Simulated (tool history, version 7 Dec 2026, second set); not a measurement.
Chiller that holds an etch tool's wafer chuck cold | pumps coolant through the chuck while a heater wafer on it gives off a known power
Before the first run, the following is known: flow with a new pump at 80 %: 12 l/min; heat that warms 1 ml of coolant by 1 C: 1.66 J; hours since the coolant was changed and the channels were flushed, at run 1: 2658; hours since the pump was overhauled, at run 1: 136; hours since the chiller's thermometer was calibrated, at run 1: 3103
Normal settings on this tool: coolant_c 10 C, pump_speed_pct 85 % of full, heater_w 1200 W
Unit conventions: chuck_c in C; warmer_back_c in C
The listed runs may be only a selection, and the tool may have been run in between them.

run   hour  coolant_c  pump_speed_pct  heater_w  hours since the coolant was changed and the channels were flushed  hours since the pump was overhauled  hours since the chiller's thermometer was calibrated  chuck_c  warmer_back_c
  1    0.0         10              85      1200                                                               2658                                  136                                                  3103     19.7           3.38
  2   23.4         10              85      1536                                                               2681                                  160                                                  3126     22.5           4.39
  3   41.4         10              85      1536                                                               2699                                  178                                                  3145     22.4           4.33
  4   77.6         10              85      1536                                                               2736                                  214                                                  3181     22.4           4.27
  5  113.6         10              85      1536                                                               2772                                  250                                                  3217     22.4           4.28
  6  147.2         10              85      1536                                                               2805                                  283                                                  3250     22.3           4.38
  7  183.9         10              85      1200                                                               2842                                  320                                                  3287     19.8           3.33
  8  213.2         16              85      1200                                                               2871                                  349                                                  3316     25.7           3.40
  9  232.5         16              61       974                                                               2891                                  369                                                  3336     26.7           3.86
 10  251.5          2              62       864                                                               2910                                  388                                                  3355     11.3           3.36
 11  270.8          2              62       864                                                               2929                                  407                                                  3374     11.5           3.30
 12  291.8          2              83      1200                                                               2950                                  428                                                  3395     12.0           3.46
 13  314.0          4              86      1559                                                               2972                                  450                                                  3417     16.5           4.30
 14  350.8          4              86      1559                                                               3009                                  487                                                  3454     16.5           4.26
 15  379.9         19              85      1200                                                               3038                                  516                                                  3483     28.7           3.32
 16  398.9         19              64      1777                                                               3057                                  535                                                  3502     37.7           6.67

Subtracting, for every run, the result it would have given without the tool's unlogged condition from the measured result gives the following. The same run-to-run variation enters both numbers; the gauge's scatter may not:
The hidden state here: heat passed by the chuck's channels, % of clean ones'; flow at a given pump speed, % of a new pump's; coolant's true temperature over the reading, C; drift of the gauge itself on chuck_c, C; drift of the gauge itself on warmer_back_c, C.
run  warmer_back_c
  1          +0.00
  2          -0.01
  3          -0.01
  4          -0.02
  5          -0.03
  6          -0.04
  7          -0.05
  8          -0.05
  9          -0.05
 10          -0.06
 11          -0.07
 12          -0.07
 13          -0.08
 14          -0.09
 15          -0.09
 16          -0.10
chuck_c: at most 0.1 C away from the measurement, every run.
